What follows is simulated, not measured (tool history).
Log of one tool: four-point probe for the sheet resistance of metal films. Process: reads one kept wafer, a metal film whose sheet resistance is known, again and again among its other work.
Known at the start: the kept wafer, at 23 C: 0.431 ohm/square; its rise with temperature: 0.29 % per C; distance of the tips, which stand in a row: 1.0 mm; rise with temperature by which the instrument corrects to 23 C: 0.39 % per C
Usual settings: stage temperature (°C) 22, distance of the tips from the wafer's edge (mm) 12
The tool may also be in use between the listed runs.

| run | hour | stage temperature (°C) | distance of the tips from the wafer's edge (mm) | sheet resistance as the instrument gives it (ohm/square) |
|---|---|---|---|---|
| 1 | 0.0 | 22 | 12 | 0.433668 |
| 2 | 16.7 | 22 | 34 | 0.432220 |
| 3 | 27.4 | 22 | 5 | 0.441248 |
| 4 | 41.8 | 22 | 5 | 0.441234 |
| 5 | 49.0 | 22 | 5 | 0.441206 |
| 6 | 62.2 | 22 | 12 | 0.433802 |
| 7 | 70.9 | 22 | 12 | 0.433839 |
| 8 | 79.2 | 25 | 12 | 0.432454 |
| 9 | 89.1 | 25 | 12 | 0.432336 |
| 10 | 101.1 | 25 | 12 | 0.432619 |
| 11 | 116.4 | 22 | 7 | 0.436807 |
| 12 | 132.3 | 22 | 7 | 0.436873 |
| 13 | 142.2 | 22 | 14 | 0.433409 |
| 14 | 150.3 | 27 | 14 | 0.431145 |
| 15 | 159.7 | 22 | 8 | 0.435834 |
|  | 170.1 | stage's thermometer calibrated |
| 16 | 176.9 | 29 | 12 | 0.431005 |
| 17 | 193.6 | 20 | 29 | 0.433639 |
| 18 | 201.9 | 23 | 29 | 0.432255 |
| 19 | 213.7 | 23 | 29 | 0.432212 |
| 20 | 228.8 | 23 | 29 | 0.432287 |
| 21 | 236.5 | 22 | 4 | 0.446548 |
| 22 | 253.3 | 22 | 4 | 0.446494 |
| 23 | 263.1 | 18 | 55 | 0.434549 |
| 24 | 276.2 | 21 | 5 | 0.442039 |
| 25 | 289.8 | 32 | 5 | 0.437467 |
| 26 | 297.7 | 32 | 5 | 0.437315 |
| 27 | 314.8 | 26 | 9 | 0.433711 |

Forecast run 28:
| 28 | 325.3 | 23 | 11 | ? |

Run 28 gave sheet resistance as the instrument gives it (ohm/square) 0.433841.
Without the tool's hidden state the same run would have given sheet resistance as the instrument gives it (ohm/square) 0.432766.

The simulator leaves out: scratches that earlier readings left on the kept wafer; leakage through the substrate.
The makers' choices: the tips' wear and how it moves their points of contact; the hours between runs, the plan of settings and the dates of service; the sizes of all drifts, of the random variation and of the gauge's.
